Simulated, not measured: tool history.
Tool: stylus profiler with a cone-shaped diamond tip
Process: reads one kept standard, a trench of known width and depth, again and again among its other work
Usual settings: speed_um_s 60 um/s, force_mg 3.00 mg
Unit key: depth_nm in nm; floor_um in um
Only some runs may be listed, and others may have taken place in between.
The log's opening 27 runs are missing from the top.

run     day  speed_um_s  force_mg  depth_nm  floor_um
     13.133  -- height scale calibrated on a step standard, once more
 28  13.271         216      1.92    503.10     13.11
 29  13.642         216      1.92    503.04     13.11
 30  13.942         216      1.92    502.89     13.09
 31  14.600          51      7.59    507.57     14.34
 32  14.992          60      1.39    502.45     14.06
 33  15.271          60      1.39    502.42     13.97
 34  15.883          60      1.39    502.56     13.99
 35  16.433         115      1.98    503.21     13.77
 36  16.796          30      5.06    505.52     14.31
 37  17.083          30      5.06    505.53     14.39
 38  17.367          76      5.06    505.79     14.17
 39  17.838         156      3.98    504.69     13.72
 40  18.138          26      7.87    507.34     14.38

Each row is a separate what-if for the run after 40, all from the same tool condition, not one after another. Results?
  A  18.738          19      5.09         ?         ?
  B  18.738          60      1.69         ?         ?
  C  18.738         182      4.07         ?         ?
  D  18.738          52      3.00         ?         ?
  E  18.738         199      1.14         ?         ?

run  depth_nm  floor_um
  A    505.66     14.39
  B    502.72     14.01
  C    504.81     13.60
  D    504.01     14.15
  E    502.05     12.66
What these runs would have given with no unlogged condition in the tool:
run  depth_nm  floor_um
  A    505.65     15.59
  B    502.72     15.21
  C    504.81     14.80
  D    504.00     15.35
  E    502.05     13.86
